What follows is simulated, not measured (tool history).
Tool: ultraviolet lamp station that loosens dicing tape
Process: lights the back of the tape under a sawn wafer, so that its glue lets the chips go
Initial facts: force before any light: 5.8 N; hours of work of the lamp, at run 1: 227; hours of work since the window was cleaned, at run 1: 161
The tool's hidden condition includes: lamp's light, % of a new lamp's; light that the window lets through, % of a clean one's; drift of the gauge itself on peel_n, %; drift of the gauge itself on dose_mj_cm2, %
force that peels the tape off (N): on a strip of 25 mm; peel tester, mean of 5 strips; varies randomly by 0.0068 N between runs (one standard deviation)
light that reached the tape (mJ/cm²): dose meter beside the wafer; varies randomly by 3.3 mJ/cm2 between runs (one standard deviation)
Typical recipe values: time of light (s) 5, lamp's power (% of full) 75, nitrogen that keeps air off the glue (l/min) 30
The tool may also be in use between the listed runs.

| run | hour | time of light (s) | lamp's power (% of full) | nitrogen that keeps air off the glue (l/min) | hours of work of the lamp | hours of work since the window was cleaned | force that peels the tape off (N) | light that reached the tape (mJ/cm²) |
|---|---|---|---|---|---|---|---|---|
| 1 | 0.0 | 5 | 75 | 30 | 227 | 161 | 0.260 | 494 |
| 2 | 15.4 | 5 | 75 | 30 | 234 | 167 | 0.260 | 496 |
| 3 | 32.4 | 5 | 75 | 30 | 241 | 175 | 0.247 | 497 |
| 4 | 44.6 | 5 | 95 | 30 | 246 | 180 | 0.202 | 625 |
| 5 | 58.5 | 5 | 95 | 30 | 252 | 186 | 0.197 | 621 |
| 6 | 67.2 | 4 | 75 | 30 | 256 | 190 | 0.367 | 394 |
| 7 | 80.6 | 5 | 68 | 30 | 262 | 195 | 0.300 | 440 |
| 8 | 94.4 | 5 | 68 | 30 | 268 | 201 | 0.300 | 449 |
| 9 | 107.1 | 5 | 68 | 30 | 273 | 207 | 0.300 | 442 |
| 10 | 122.0 | 5 | 68 | 30 | 279 | 213 | 0.293 | 438 |
| 11 | 134.2 | 5 | 75 | 47 | 285 | 218 | 0.229 | 493 |
| 12 | 143.5 | 5 | 75 | 47 | 289 | 222 | 0.214 | 488 |
| 13 | 159.9 | 3 | 75 | 30 | 296 | 229 | 0.640 | 292 |
| 14 | 176.1 | 5 | 75 | 30 | 303 | 236 | 0.266 | 484 |
| 15 | 185.7 | 5 | 75 | 30 | 307 | 240 | 0.267 | 487 |
| 16 | 195.0 | 5 | 75 | 30 | 311 | 244 | 0.262 | 480 |
| 17 | 207.2 | 5 | 75 | 30 | 316 | 250 | 0.272 | 484 |
| 18 | 215.5 | 5 | 75 | 30 | 320 | 253 | 0.269 | 480 |
|  | 216.7 | window cleaned of glue's vapour |
| 19 | 223.3 | 5 | 75 | 30 | 323 | 3 | 0.277 | 481 |
| 20 | 234.8 | 5 | 75 | 11 | 328 | 8 | 0.470 | 471 |
|  | 244.3 | window cleaned of glue's vapour, once more |
| 21 | 250.4 | 5 | 75 | 11 | 334 | 3 | 0.437 | 504 |
| 22 | 266.1 | 5 | 75 | 11 | 341 | 9 | 0.462 | 494 |
| 23 | 273.1 | 3 | 64 | 30 | 344 | 12 | 0.804 | 253 |
| 24 | 284.8 | 2 | 64 | 30 | 349 | 17 | 1.504 | 170 |
| 25 | 298.3 | 2 | 64 | 30 | 355 | 23 | 1.510 | 169 |
| 26 | 306.7 | 2 | 64 | 30 | 358 | 27 | 1.504 | 171 |
| 27 | 316.8 | 5 | 88 | 40 | 363 | 31 | 0.194 | 576 |
| 28 | 330.3 | 5 | 88 | 40 | 368 | 37 | 0.200 | 574 |
| 29 | 340.7 | 5 | 88 | 40 | 373 | 41 | 0.205 | 581 |
| 30 | 353.3 | 5 | 86 | 16 | 378 | 47 | 0.278 | 563 |
| 31 | 370.2 | 3 | 68 | 34 | 385 | 54 | 0.696 | 273 |
| 32 | 380.8 | 7 | 86 | 34 | 390 | 59 | 0.176 | 793 |
| 33 | 396.0 | 7 | 86 | 34 | 396 | 65 | 0.175 | 789 |
| 34 | 404.0 | 6 | 88 | 12 | 400 | 68 | 0.240 | 684 |
| 35 | 413.7 | 3 | 100 | 30 | 404 | 73 | 0.363 | 394 |

What if the next run were any one of these 4? Each begins from the tool's condition after run 35:
| A | 424.5 | 2 | 79 | 29 | 409 | 77 | ? | ? |
| B | 424.5 | 10 | 100 | 30 | 409 | 77 | ? | ? |
| C | 424.5 | 6 | 64 | 22 | 409 | 77 | ? | ? |
| D | 424.5 | 2 | 75 | 54 | 409 | 77 | ? | ? |

| run | force that peels the tape off (N) | light that reached the tape (mJ/cm²) |
|---|---|---|
| A | 1.119 | 203 |
| B | 0.175 | 1304 |
| C | 0.288 | 492 |
| D | 0.987 | 193 |
With the hidden condition removed and each run's random variation left untouched, the same runs would have given:
| run | force that peels the tape off (N) | light that reached the tape (mJ/cm²) |
|---|---|---|
| A | 0.975 | 222 |
| B | 0.175 | 1426 |
| C | 0.251 | 538 |
| D | 0.851 | 211 |
